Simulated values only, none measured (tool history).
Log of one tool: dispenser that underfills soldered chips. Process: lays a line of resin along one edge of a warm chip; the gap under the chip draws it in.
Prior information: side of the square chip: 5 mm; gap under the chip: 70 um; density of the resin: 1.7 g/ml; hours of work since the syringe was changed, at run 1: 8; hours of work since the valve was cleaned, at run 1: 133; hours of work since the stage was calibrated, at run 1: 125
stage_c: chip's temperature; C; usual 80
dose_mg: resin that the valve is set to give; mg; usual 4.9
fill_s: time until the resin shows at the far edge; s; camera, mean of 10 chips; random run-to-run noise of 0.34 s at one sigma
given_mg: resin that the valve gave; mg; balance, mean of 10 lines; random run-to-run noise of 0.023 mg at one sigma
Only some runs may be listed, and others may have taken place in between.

| run | day | stage_c | dose_mg | hours of work since the syringe was changed | hours of work since the valve was cleaned | hours of work since the stage was calibrated | fill_s | given_mg |
|---|---|---|---|---|---|---|---|---|
| 1 | 0 | 80 | 4.9 | 8 | 133 | 125 | 30.9 | 4.66 |
| 2 | 0.138 | 80 | 4.9 | 11 | 135 | 127 | 37.7 | 4.65 |
|  | 0.225 | new syringe of resin |
|  | 0.292 | dispensing valve cleaned and set on the balance |
| 3 | 0.358 | 80 | 4.9 | 2 | 1 | 130 | 19.4 | 4.93 |
| 4 | 0.546 | 80 | 4.9 | 5 | 5 | 134 | 25.7 | 4.92 |
| 5 | 0.696 | 80 | 4.9 | 8 | 8 | 137 | 31 | 4.92 |
| 6 | 0.783 | 80 | 4.9 | 10 | 9 | 138 | 34.9 | 4.86 |
| 7 | 0.879 | 80 | 4.9 | 12 | 11 | 140 | 40.5 | 4.87 |
|  | 0.908 | new syringe of resin |
| 8 | 0.983 | 80 | 4.9 | 1 | 13 | 142 | 18.1 | 4.85 |
| 9 | 1.146 | 80 | 4.9 | 4 | 16 | 145 | 23.5 | 4.93 |
| 10 | 1.246 | 80 | 4.9 | 6 | 18 | 147 | 27.2 | 4.93 |
| 11 | 1.383 | 80 | 4.9 | 9 | 20 | 150 | 33.4 | 4.85 |
|  | 1.546 | new syringe of resin |
| 12 | 1.558 | 80 | 4.9 | 0 | 23 | 153 | 17.5 | 4.85 |
| 13 | 1.75 | 69 | 5.46 | 4 | 27 | 156 | 35.1 | 5.4 |
| 14 | 1.858 | 74 | 4.9 | 6 | 29 | 158 | 33.8 | 4.81 |
| 15 | 2 | 74 | 4.9 | 9 | 32 | 161 | 40.6 | 4.83 |
| 16 | 2.104 | 74 | 4.9 | 10 | 34 | 163 | 47.8 | 4.87 |
|  | 2.196 | new syringe of resin |
| 17 | 2.262 | 78 | 5.08 | 1 | 37 | 166 | 20.6 | 5 |
| 18 | 2.421 | 78 | 5.08 | 4 | 40 | 169 | 25.6 | 4.98 |
| 19 | 2.521 | 78 | 5.08 | 6 | 41 | 170 | 29.3 | 5.02 |
| 20 | 2.688 | 78 | 5.08 | 9 | 45 | 174 | 37.6 | 4.99 |
|  | 2.842 | new syringe of resin |
| 21 | 2.896 | 73 | 5.58 | 1 | 48 | 177 | 25 | 5.48 |
| 22 | 3.038 | 90 | 4.76 | 4 | 51 | 180 | 15 | 4.64 |

What differs in the tool's unlogged condition from the final listed run ahead of each entry between runs to the first listed run following it?
From run 2 to run 3: new syringe of resin (day 0.225); dispensing valve cleaned and set on the balance (day 0.292)
  resin's viscosity, % of fresh resin's: 226.5 -> 114.9; dose that the valve gives, % of what is set: 94.79 -> 100.17; true chip temperature over the reading, C: -0.5 -> -0.51
  difference, measured minus the result without the unlogged condition, fill_s: +21.4 -> +2.8 s; given_mg: -0.26 -> +0.01 mg
From run 7 to run 8: new syringe of resin (day 0.908)
  resin's viscosity, % of fresh resin's: 243.9 -> 110.5; dose that the valve gives, % of what is set: 99.78 -> 99.72; true chip temperature over the reading, C: -0.56 -> -0.57
  difference, measured minus the result without the unlogged condition, fill_s: +24.2 -> +2.1 s; given_mg: -0.01 -> -0.01 mg
From run 11 to run 12: new syringe of resin (day 1.546)
  resin's viscosity, % of fresh resin's: 197.8 -> 100.9; dose that the valve gives, % of what is set: 99.43 -> 99.32; true chip temperature over the reading, C: -0.61 -> -0.63
  difference, measured minus the result without the unlogged condition, fill_s: +17.1 -> +0.6 s; given_mg: -0.03 -> -0.04 mg
From run 16 to run 17: new syringe of resin (day 2.196)
  resin's viscosity, % of fresh resin's: 221.3 -> 111.9; dose that the valve gives, % of what is set: 98.91 -> 98.8; true chip temperature over the reading, C: -0.68 -> -0.7
  difference, measured minus the result without the unlogged condition, fill_s: +26.6 -> +2.7 s; given_mg: -0.05 -> -0.06 mg
From run 20 to run 21: new syringe of resin (day 2.842)
  resin's viscosity, % of fresh resin's: 206.4 -> 108; dose that the valve gives, % of what is set: 98.5 -> 98.36; true chip temperature over the reading, C: -0.74 -> -0.76
  difference, measured minus the result without the unlogged condition, fill_s: +20 -> +2.5 s; given_mg: -0.08 -> -0.09 mg

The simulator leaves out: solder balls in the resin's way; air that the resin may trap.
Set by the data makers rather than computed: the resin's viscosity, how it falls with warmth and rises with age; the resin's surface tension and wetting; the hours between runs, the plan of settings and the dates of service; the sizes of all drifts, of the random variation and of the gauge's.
